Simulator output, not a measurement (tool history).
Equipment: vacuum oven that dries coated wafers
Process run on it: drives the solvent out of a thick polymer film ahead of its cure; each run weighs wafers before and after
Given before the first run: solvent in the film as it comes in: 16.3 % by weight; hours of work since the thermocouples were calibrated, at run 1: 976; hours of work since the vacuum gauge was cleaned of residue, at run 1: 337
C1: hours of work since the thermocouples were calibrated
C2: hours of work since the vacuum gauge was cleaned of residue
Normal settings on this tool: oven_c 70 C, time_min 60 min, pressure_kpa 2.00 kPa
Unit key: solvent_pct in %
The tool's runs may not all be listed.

Run 1, day 0.000: usual settings; C1 976; C2 337. Result: solvent_pct 2.89 %.
Run 2, day 1.850: usual settings; C1 1004; C2 365. Result: solvent_pct 2.84 %.
Run 3, day 3.142: usual settings; C1 1024; C2 384. Result: solvent_pct 2.83 %.
Run 4, day 5.075: usual settings; C1 1053; C2 414. Result: solvent_pct 2.80 %.
Run 5, day 6.321: usual settings; C1 1072; C2 433. Result: solvent_pct 2.87 %.
Run 6, day 7.525: usual settings but pressure_kpa 5.17 kPa; C1 1090; C2 451. Result: solvent_pct 4.66 %.
Run 7, day 9.525: usual settings but time_min 48 min; C1 1120; C2 481. Result: solvent_pct 3.60 %.
Run 8, day 10.846: usual settings but oven_c 65 C, pressure_kpa 7.60 kPa; C1 1140; C2 501. Result: solvent_pct 8.03 %.
Run 9, day 12.208: usual settings but oven_c 65 C, pressure_kpa 7.60 kPa; C1 1161; C2 522. Result: solvent_pct 8.08 %.
Run 10, day 14.058: usual settings but oven_c 60 C, time_min 32 min, pressure_kpa 4.07 kPa; C1 1189; C2 550. Result: solvent_pct 10.08 %.
Run 11, day 15.525: usual settings but oven_c 69 C, time_min 92 min, pressure_kpa 5.19 kPa; C1 1211; C2 572. Result: solvent_pct 3.94 %.

Run 12 is up next; what results do you expect?
Run 12, day 17.404: usual settings but oven_c 57 C, time_min 66 min, pressure_kpa 1.98 kPa; C1 1240; C2 600. Result: solvent_pct ?.

Run 12 yielded solvent_pct 7.53 %.
If the tool had no hidden condition, the same run with the same run-to-run variation would have returned solvent_pct 7.54 %.

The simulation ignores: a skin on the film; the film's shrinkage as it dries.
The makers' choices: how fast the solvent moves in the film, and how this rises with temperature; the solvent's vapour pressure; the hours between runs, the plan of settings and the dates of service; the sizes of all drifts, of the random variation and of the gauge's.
